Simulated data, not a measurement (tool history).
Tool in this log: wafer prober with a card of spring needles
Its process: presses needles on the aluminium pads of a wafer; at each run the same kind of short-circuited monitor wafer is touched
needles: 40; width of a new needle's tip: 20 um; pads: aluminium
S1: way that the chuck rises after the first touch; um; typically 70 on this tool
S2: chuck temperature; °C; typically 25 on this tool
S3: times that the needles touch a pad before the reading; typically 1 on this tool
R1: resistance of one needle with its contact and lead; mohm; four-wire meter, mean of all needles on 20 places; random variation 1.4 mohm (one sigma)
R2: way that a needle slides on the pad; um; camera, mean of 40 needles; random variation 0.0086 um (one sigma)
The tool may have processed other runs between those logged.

run,hour,S1,S2,S3,R1,R2
1,0,70,25,1,142,9.322
2,10.1,70,57,1,146,9.335
# hour 14.7: tips cleaned on abrasive film
# hour 16: height of the first contact set anew
3,18.9,70,57,1,148,9.317
4,24.5,70,57,1,148,9.303
5,29.8,70,57,2,146,9.287
# hour 33.5: tips cleaned on abrasive film
6,39.4,70,57,2,146,9.289
7,51,70,57,2,148,9.263
# hour 53: tips cleaned on abrasive film
8,59.2,70,57,2,148,9.268
9,66.1,70,57,2,147,9.271
# hour 71.7: tips cleaned on abrasive film
10,78.1,70,57,2,149,9.241
11,89.4,59,25,1,142,7.795
# hour 90.6: tips cleaned on abrasive film
12,98.6,59,25,1,141,7.782
13,106.7,59,25,1,145,7.786

What if the next run were any one of these 4? Each begins from the tool's condition after run 13:
# hour 109.6: tips cleaned on abrasive film
A,117.9,62,54,1,?,?
# hour 109.6: tips cleaned on abrasive film
B,117.9,87,69,2,?,?
# hour 109.6: tips cleaned on abrasive film
C,117.9,70,27,2,?,?
# hour 109.6: tips cleaned on abrasive film
D,117.9,59,60,1,?,?

run,R1,R2
A,148,8.144
B,148,11.416
C,143,9.198
D,148,7.748
With the hidden condition removed and each run's random variation left untouched, the same runs would have given:
run,R1,R2
A,148,8.272
B,148,11.596
C,143,9.343
D,148,7.87
